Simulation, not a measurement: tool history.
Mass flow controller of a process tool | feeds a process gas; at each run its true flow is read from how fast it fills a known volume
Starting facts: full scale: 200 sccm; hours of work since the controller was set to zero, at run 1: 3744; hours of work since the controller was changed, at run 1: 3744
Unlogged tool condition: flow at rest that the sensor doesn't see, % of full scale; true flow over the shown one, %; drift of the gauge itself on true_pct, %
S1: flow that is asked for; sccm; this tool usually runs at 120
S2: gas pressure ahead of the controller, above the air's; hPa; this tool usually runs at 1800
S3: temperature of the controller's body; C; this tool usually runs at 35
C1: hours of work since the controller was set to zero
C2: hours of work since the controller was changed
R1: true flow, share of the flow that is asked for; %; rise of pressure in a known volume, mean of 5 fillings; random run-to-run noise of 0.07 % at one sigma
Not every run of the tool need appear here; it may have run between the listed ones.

| run | hour | S1 | S2 | S3 | C1 | C2 | R1 |
|---|---|---|---|---|---|---|---|
| 1 | 0.0 | 120 | 1800 | 35 | 3744 | 3744 | 97.84 |
| 2 | 183.8 | 120 | 1800 | 35 | 3804 | 3804 | 97.78 |
| 3 | 412.1 | 120 | 1800 | 35 | 3877 | 3877 | 97.73 |
| 4 | 662.0 | 120 | 1800 | 35 | 3957 | 3957 | 97.80 |
| 5 | 1030.2 | 120 | 1800 | 40 | 4076 | 4076 | 97.20 |
|  | 1222.6 | controller's zero set anew |
| 6 | 1400.5 | 120 | 1800 | 21 | 57 | 4195 | 99.16 |
| 7 | 1551.1 | 120 | 1800 | 21 | 106 | 4243 | 99.11 |
| 8 | 1773.8 | 120 | 2370 | 35 | 177 | 4315 | 98.07 |
| 9 | 1990.3 | 120 | 2370 | 35 | 247 | 4384 | 97.91 |
| 10 | 2313.4 | 120 | 1800 | 35 | 351 | 4488 | 97.64 |
| 11 | 2525.7 | 120 | 1800 | 35 | 419 | 4556 | 97.60 |
| 12 | 2870.7 | 120 | 1800 | 35 | 530 | 4667 | 97.61 |
| 13 | 3132.9 | 120 | 1800 | 35 | 614 | 4752 | 97.35 |
| 14 | 3443.0 | 80 | 2070 | 20 | 714 | 4851 | 98.74 |
| 15 | 3698.1 | 80 | 2070 | 20 | 796 | 4933 | 98.67 |
| 16 | 4015.6 | 80 | 1840 | 39 | 898 | 5035 | 96.33 |
| 17 | 4218.1 | 80 | 1840 | 39 | 963 | 5100 | 96.37 |
|  | 4426.3 | controller exchanged for a calibrated one |
| 18 | 4426.3 | 80 | 1840 | 39 | 0 | 0 | 96.44 |
| 19 | 4583.7 | 80 | 1840 | 39 | 51 | 51 | 96.40 |
| 20 | 4924.1 | 84 | 2310 | 35 | 160 | 160 | 97.09 |
| 21 | 5120.3 | 84 | 2310 | 35 | 223 | 223 | 96.97 |
| 22 | 5374.1 | 63 | 1400 | 31 | 305 | 305 | 96.71 |
| 23 | 5647.4 | 63 | 1400 | 31 | 393 | 393 | 96.68 |
| 24 | 5868.4 | 130 | 1580 | 25 | 464 | 464 | 98.16 |
| 25 | 6120.2 | 61 | 2020 | 35 | 545 | 545 | 96.71 |

Forecast each of these 5 alternatives for the next run:
| A | 6308.9 | 120 | 2120 | 35 | 605 | 605 | ? |
| B | 6308.9 | 72 | 2020 | 35 | 605 | 605 | ? |
| C | 6308.9 | 61 | 2050 | 23 | 605 | 605 | ? |
| D | 6308.9 | 120 | 1800 | 38 | 605 | 605 | ? |
| E | 6308.9 | 98 | 2020 | 23 | 605 | 605 | ? |

| run | R1 |
|---|---|
| A | 97.21 |
| B | 96.52 |
| C | 97.79 |
| D | 96.77 |
| E | 98.10 |
The same runs, with their run-to-run variation unchanged, on a tool lacking any hidden condition would have given:
| run | R1 |
|---|---|
| A | 98.09 |
| B | 97.38 |
| C | 98.66 |
| D | 97.64 |
| E | 98.98 |
